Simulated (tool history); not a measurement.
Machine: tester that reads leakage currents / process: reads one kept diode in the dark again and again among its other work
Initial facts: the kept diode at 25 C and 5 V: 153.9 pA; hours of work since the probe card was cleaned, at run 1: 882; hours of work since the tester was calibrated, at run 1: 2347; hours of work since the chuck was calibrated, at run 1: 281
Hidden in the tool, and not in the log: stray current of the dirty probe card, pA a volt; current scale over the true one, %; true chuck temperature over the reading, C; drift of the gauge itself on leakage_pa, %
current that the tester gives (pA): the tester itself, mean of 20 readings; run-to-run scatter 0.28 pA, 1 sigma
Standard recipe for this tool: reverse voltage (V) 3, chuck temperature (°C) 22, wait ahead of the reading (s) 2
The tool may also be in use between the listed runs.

run,hour,reverse voltage (V),chuck temperature (°C),wait ahead of the reading (s),hours of work since the probe card was cleaned,hours of work since the tester was calibrated,hours of work since the chuck was calibrated,current that the tester gives (pA)
1,0,3,22,2,882,2347,281,95.23
2,57.7,3,26,2,912,2378,311,133.61
3,142.9,3,22,2,957,2423,357,96.09
4,185.2,3,22,1.85,980,2445,379,95.95
5,243.7,3,22,1.85,1011,2476,410,96.31
# hour 320.2: tester calibrated
6,323,3,22,1.85,1052,1,451,96.84
7,373.2,3,22,2,1078,28,477,97.15
8,432.8,3,22,2,1110,60,509,97.14
9,495.6,3,22,2,1143,93,542,97.47
10,575.1,3,22,0.41,1185,135,584,98.91
11,624.6,3,29,0.41,1211,161,611,176.23
12,693.8,3,47,0.41,1248,198,647,686.67
13,759,19.15,22,2,1283,232,682,254.37
14,809.6,2.16,22,2,1309,259,709,82.68
15,861.9,3,22,3.15,1337,287,736,98.25
16,941.5,3,22,3.15,1379,329,778,98.33
17,983.3,3,22,3.15,1401,351,801,98.54
18,1038.4,3,22,3.15,1431,380,830,98.52
19,1088.4,17.69,45,3.26,1457,407,856,1449.18
20,1169.7,2.67,33,0.53,1500,450,899,229.18
21,1224.2,3,32,2,1529,479,928,222.75
22,1294.5,1.43,40,2,1566,516,965,286.21
23,1352,5.66,22,0.86,1597,547,996,139.32
24,1425.1,5.66,22,0.86,1635,585,1035,139.84
25,1501.3,5.66,22,0.86,1676,626,1075,140.24
26,1554.7,3.59,22,2,1704,654,1103,110.33
27,1631.2,1.01,22,0.75,1745,694,1144,58.36
28,1676.9,14.46,20,0.75,1769,719,1168,198.95
29,1724.4,14.46,20,0.75,1794,744,1193,198.77
30,1795.2,2.83,21,6.75,1831,781,1231,89.91
31,1864.4,2.83,21,6.75,1868,818,1267,89.92
32,1940.8,2.83,21,6.75,1909,858,1308,90.16
33,2010.8,1.08,47,2,1946,895,1345,421.13

Pick out some run-to-run changes in current that the tester gives (pA). Of each, how much would a tool without hidden state show as well, from the settings, what came in and chance, and how much is left for the hidden state and any gauge scatter not in both results compared?
Run 11 -> 12: chuck temperature (°C) 29 -> 47. current that the tester gives (pA) +510.44: hidden state +13.99, all else +496.45.
Run 18 -> 19: reverse voltage (V) 3 -> 17.69, chuck temperature (°C) 22 -> 45, wait ahead of the reading (s) 3.15 -> 3.26. current that the tester gives (pA) +1350.66: hidden state +55.85, all else +1294.81.
Run 19 -> 20: reverse voltage (V) 17.69 -> 2.67, chuck temperature (°C) 45 -> 33, wait ahead of the reading (s) 3.26 -> 0.53. current that the tester gives (pA) -1220: hidden state -50.83, all else -1169.17.
Run 27 -> 28: reverse voltage (V) 1.01 -> 14.46, chuck temperature (°C) 22 -> 20. current that the tester gives (pA) +140.59: hidden state +16.68, all else +123.91.
